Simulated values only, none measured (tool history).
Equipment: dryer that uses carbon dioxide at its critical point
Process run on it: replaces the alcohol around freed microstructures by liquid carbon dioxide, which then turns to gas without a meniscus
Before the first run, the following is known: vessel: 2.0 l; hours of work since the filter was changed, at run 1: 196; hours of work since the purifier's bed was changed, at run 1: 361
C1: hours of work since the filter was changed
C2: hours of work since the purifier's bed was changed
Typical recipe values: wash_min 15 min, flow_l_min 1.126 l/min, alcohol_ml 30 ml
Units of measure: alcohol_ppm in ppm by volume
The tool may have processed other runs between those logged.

{"run": 1, "hour": 0.0, "wash_min": 15, "flow_l_min": 1.126, "alcohol_ml": 30, "C1": 196, "C2": 361, "alcohol_ppm": 157}
{"run": 2, "hour": 17.9, "wash_min": 15, "flow_l_min": 1.126, "alcohol_ml": 20, "C1": 205, "C2": 370, "alcohol_ppm": 156}
{"run": 3, "hour": 43.5, "wash_min": 15, "flow_l_min": 1.126, "alcohol_ml": 56, "C1": 217, "C2": 382, "alcohol_ppm": 180}
{"run": 4, "hour": 68.1, "wash_min": 15, "flow_l_min": 1.24, "alcohol_ml": 30, "C1": 229, "C2": 394, "alcohol_ppm": 149}
{"run": 5, "hour": 84.6, "wash_min": 15, "flow_l_min": 1.24, "alcohol_ml": 30, "C1": 237, "C2": 402, "alcohol_ppm": 155}
{"run": 6, "hour": 105.6, "wash_min": 15, "flow_l_min": 1.24, "alcohol_ml": 30, "C1": 247, "C2": 412, "alcohol_ppm": 163}
{"run": 7, "hour": 121.4, "wash_min": 15, "flow_l_min": 1.24, "alcohol_ml": 92, "C1": 255, "C2": 420, "alcohol_ppm": 181}
{"run": 8, "hour": 136.2, "wash_min": 15, "flow_l_min": 1.24, "alcohol_ml": 92, "C1": 262, "C2": 427, "alcohol_ppm": 187}
{"run": 9, "hour": 160.9, "wash_min": 15, "flow_l_min": 1.24, "alcohol_ml": 92, "C1": 274, "C2": 439, "alcohol_ppm": 183}
{"run": 10, "hour": 189.8, "wash_min": 15, "flow_l_min": 1.126, "alcohol_ml": 39, "C1": 288, "C2": 453, "alcohol_ppm": 195}
{"run": 11, "hour": 209.7, "wash_min": 15, "flow_l_min": 0.94, "alcohol_ml": 39, "C1": 298, "C2": 463, "alcohol_ppm": 258}
{"run": 12, "hour": 226.6, "wash_min": 15, "flow_l_min": 0.94, "alcohol_ml": 39, "C1": 306, "C2": 471, "alcohol_ppm": 253}
{"run": 13, "hour": 257.6, "wash_min": 9, "flow_l_min": 0.94, "alcohol_ml": 39, "C1": 321, "C2": 486, "alcohol_ppm": 956}
{"run": 14, "hour": 273.9, "wash_min": 22, "flow_l_min": 1.126, "alcohol_ml": 30, "C1": 329, "C2": 494, "alcohol_ppm": 179}
{"run": 15, "hour": 289.1, "wash_min": 22, "flow_l_min": 1.126, "alcohol_ml": 30, "C1": 336, "C2": 501, "alcohol_ppm": 177}
{"run": 16, "hour": 302.9, "wash_min": 11, "flow_l_min": 1.59, "alcohol_ml": 21, "C1": 343, "C2": 508, "alcohol_ppm": 193}
{"run": 17, "hour": 324.0, "wash_min": 24, "flow_l_min": 1.126, "alcohol_ml": 30, "C1": 353, "C2": 518, "alcohol_ppm": 183}
{"run": 18, "hour": 344.7, "wash_min": 21, "flow_l_min": 1.11, "alcohol_ml": 22, "C1": 363, "C2": 528, "alcohol_ppm": 194}
{"run": 19, "hour": 364.7, "wash_min": 12, "flow_l_min": 1.05, "alcohol_ml": 26, "C1": 373, "C2": 538, "alcohol_ppm": 293}
{"run": 20, "hour": 381.4, "wash_min": 12, "flow_l_min": 1.05, "alcohol_ml": 26, "C1": 381, "C2": 546, "alcohol_ppm": 306}
{"run": 21, "hour": 411.7, "wash_min": 12, "flow_l_min": 1.05, "alcohol_ml": 26, "C1": 395, "C2": 560, "alcohol_ppm": 304}
{"run": 22, "hour": 441.4, "wash_min": 11, "flow_l_min": 1.41, "alcohol_ml": 38, "C1": 410, "C2": 575, "alcohol_ppm": 254}
{"run": 23, "hour": 461.2, "wash_min": 11, "flow_l_min": 1.41, "alcohol_ml": 38, "C1": 419, "C2": 584, "alcohol_ppm": 260}
{"run": 24, "hour": 476.5, "wash_min": 19, "flow_l_min": 1.126, "alcohol_ml": 30, "C1": 427, "C2": 592, "alcohol_ppm": 219}
{"run": 25, "hour": 504.1, "wash_min": 10, "flow_l_min": 1.126, "alcohol_ml": 60, "C1": 440, "C2": 605, "alcohol_ppm": 624}
{"run": 26, "hour": 530.9, "wash_min": 10, "flow_l_min": 1.79, "alcohol_ml": 101, "C1": 453, "C2": 618, "alcohol_ppm": 271}

Alternative continuations, all from the tool just after run 26; predict every row:
{"run": "A", "hour": 559.7, "wash_min": 12, "flow_l_min": 0.72, "alcohol_ml": 23, "C1": 467, "C2": 632, "alcohol_ppm": "?"}
{"run": "B", "hour": 559.7, "wash_min": 13, "flow_l_min": 1.8, "alcohol_ml": 101, "C1": 467, "C2": 632, "alcohol_ppm": "?"}
{"run": "C", "hour": 559.7, "wash_min": 14, "flow_l_min": 1.79, "alcohol_ml": 29, "C1": 467, "C2": 632, "alcohol_ppm": "?"}

run=A alcohol_ppm=722
run=B alcohol_ppm=227
run=C alcohol_ppm=217
Take away the tool's hidden state, keep each run's random variation, and the runs would have read:
run=A alcohol_ppm=388
run=B alcohol_ppm=8
run=C alcohol_ppm=4

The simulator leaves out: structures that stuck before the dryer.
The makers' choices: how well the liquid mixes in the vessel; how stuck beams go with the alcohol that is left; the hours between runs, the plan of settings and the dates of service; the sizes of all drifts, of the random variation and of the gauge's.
